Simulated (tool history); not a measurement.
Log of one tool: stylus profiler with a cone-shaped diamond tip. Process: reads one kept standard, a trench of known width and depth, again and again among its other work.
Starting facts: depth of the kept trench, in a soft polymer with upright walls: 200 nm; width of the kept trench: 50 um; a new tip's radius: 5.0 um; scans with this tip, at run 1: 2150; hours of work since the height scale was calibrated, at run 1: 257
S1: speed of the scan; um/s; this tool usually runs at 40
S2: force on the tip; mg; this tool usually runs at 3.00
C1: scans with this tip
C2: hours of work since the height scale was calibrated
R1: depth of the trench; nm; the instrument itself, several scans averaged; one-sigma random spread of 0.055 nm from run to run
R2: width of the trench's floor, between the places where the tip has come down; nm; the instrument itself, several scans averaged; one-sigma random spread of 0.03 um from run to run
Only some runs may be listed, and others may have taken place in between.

run 1 hour=0.0 | S1=40 S2=3.00 | C1=2150 C2=257 | R1=203.48 R2=46830
run 2 hour=17.0 | S1=40 S2=3.00 | C1=2219 C2=266 | R1=203.49 R2=46790
run 3 hour=44.3 | S1=40 S2=3.00 | C1=2331 C2=279 | R1=203.51 R2=46840
run 4 hour=67.7 | S1=128 S2=3.00 | C1=2427 C2=291 | R1=203.44 R2=46510
run 5 hour=84.1 | S1=40 S2=1.01 | C1=2494 C2=299 | R1=201.66 R2=46670
run 6 hour=102.3 | S1=40 S2=1.97 | C1=2569 C2=307 | R1=202.51 R2=46790
run 7 hour=129.9 | S1=40 S2=2.04 | C1=2682 C2=321 | R1=202.71 R2=46770
run 8 hour=147.3 | S1=40 S2=2.04 | C1=2753 C2=330 | R1=202.70 R2=46780
run 9 hour=176.6 | S1=40 S2=2.04 | C1=2873 C2=344 | R1=202.71 R2=46770
run 10 hour=205.3 | S1=40 S2=4.92 | C1=2990 C2=358 | R1=204.86 R2=46820
run 11 hour=241.9 | S1=40 S2=4.92 | C1=3141 C2=376 | R1=204.90 R2=46810
run 12 hour=265.9 | S1=40 S2=2.08 | C1=3239 C2=388 | R1=202.80 R2=46790
run 13 hour=284.8 | S1=40 S2=2.08 | C1=3316 C2=397 | R1=202.98 R2=46710
run 14 hour=319.6 | S1=40 S2=2.08 | C1=3459 C2=414 | R1=202.81 R2=46710
run 15 hour=347.6 | S1=40 S2=2.08 | C1=3573 C2=428 | R1=202.82 R2=46730
run 16 hour=375.8 | S1=40 S2=1.28 | C1=3689 C2=442 | R1=202.12 R2=46640
run 17 hour=392.9 | S1=40 S2=3.00 | C1=3759 C2=450 | R1=203.54 R2=46720
run 18 hour=427.2 | S1=40 S2=3.69 | C1=3899 C2=467 | R1=204.16 R2=46770
run 19 hour=453.7 | S1=40 S2=3.69 | C1=4008 C2=480 | R1=204.11 R2=46750
run 20 hour=472.7 | S1=40 S2=3.69 | C1=4086 C2=489 | R1=204.07 R2=46720
run 21 hour=508.8 | S1=40 S2=3.69 | C1=4234 C2=507 | R1=204.17 R2=46670
run 22 hour=545.4 | S1=20 S2=3.69 | C1=4383 C2=525 | R1=204.18 R2=46810
run 23 hour=565.6 | S1=20 S2=3.69 | C1=4466 C2=535 | R1=204.09 R2=46830
run 24 hour=600.7 | S1=26 S2=1.28 | C1=4610 C2=552 | R1=202.15 R2=46690
run 25 hour=632.9 | S1=19 S2=2.87 | C1=4742 C2=568 | R1=203.60 R2=46740
run 26 hour=665.4 | S1=19 S2=2.87 | C1=4875 C2=584 | R1=203.49 R2=46770
run 27 hour=695.1 | S1=59 S2=3.47 | C1=4997 C2=598 | R1=203.97 R2=46550
run 28 hour=726.7 | S1=70 S2=1.15 | C1=5126 C2=614 | R1=202.09 R2=46260
run 29 hour=753.2 | S1=122 S2=2.40 | C1=5234 C2=627 | R1=203.15 R2=46230
run 30 hour=782.1 | S1=23 S2=2.22 | C1=5353 C2=641 | R1=203.16 R2=46700
run 31 hour=801.0 | S1=24 S2=3.85 | C1=5430 C2=650 | R1=204.20 R2=46710
run 32 hour=831.5 | S1=52 S2=2.92 | C1=5555 C2=665 | R1=203.63 R2=46570
run 33 hour=863.8 | S1=52 S2=2.92 | C1=5687 C2=681 | R1=203.62 R2=46540
run 34 hour=899.3 | S1=65 S2=8.03 | C1=5833 C2=698 | R1=206.80 R2=46620
run 35 hour=921.3 | S1=18 S2=1.62 | C1=5923 C2=709 | R1=202.59 R2=46680
run 36 hour=938.4 | S1=48 S2=3.00 | C1=5993 C2=717 | R1=203.74 R2=46570
run 37 hour=968.5 | S1=151 S2=1.74 | C1=6116 C2=732 | R1=202.56 R2=45910
run 38 hour=1004.9 | S1=151 S2=2.55 | C1=6265 C2=750 | R1=203.35 R2=46000
run 39 hour=1023.6 | S1=40 S2=4.30 | C1=6342 C2=759 | R1=204.58 R2=46600
run 40 hour=1047.0 | S1=40 S2=4.30 | C1=6438 C2=771 | R1=204.57 R2=46600
run 41 hour=1080.1 | S1=48 S2=2.05 | C1=6573 C2=787 | R1=202.89 R2=46450
run 42 hour=1107.7 | S1=48 S2=2.05 | C1=6686 C2=800 | R1=203.04 R2=46470
run 43 hour=1123.7 | S1=48 S2=2.05 | C1=6752 C2=808 | R1=202.84 R2=46410
run 44 hour=1155.8 | S1=40 S2=6.68 | C1=6883 C2=824 | R1=206.18 R2=46630
run 45 hour=1181.7 | S1=40 S2=1.15 | C1=6989 C2=837 | R1=202.12 R2=46350
run 46 hour=1214.5 | S1=40 S2=2.39 | C1=7124 C2=853 | R1=203.17 R2=46490

Alternative continuations, all from the tool just after run 46; predict every row:
run A hour=1236.0 | S1=12 S2=1.29 | C1=7212 C2=863 | R1=? R2=?
run B hour=1236.0 | S1=11 S2=1.19 | C1=7212 C2=863 | R1=? R2=?
run C hour=1236.0 | S1=83 S2=6.33 | C1=7212 C2=863 | R1=? R2=?
run D hour=1236.0 | S1=98 S2=3.80 | C1=7212 C2=863 | R1=? R2=?

run=A R1=202.26 R2=46600
run=B R1=202.17 R2=46620
run=C R1=206.00 R2=46450
run=D R1=204.38 R2=46290
Had the tool no hidden state, the same runs would have come out as:
run=A R1=201.96 R2=47100
run=B R1=201.88 R2=47130
run=C R1=205.70 R2=46950
run=D R1=204.09 R2=46790
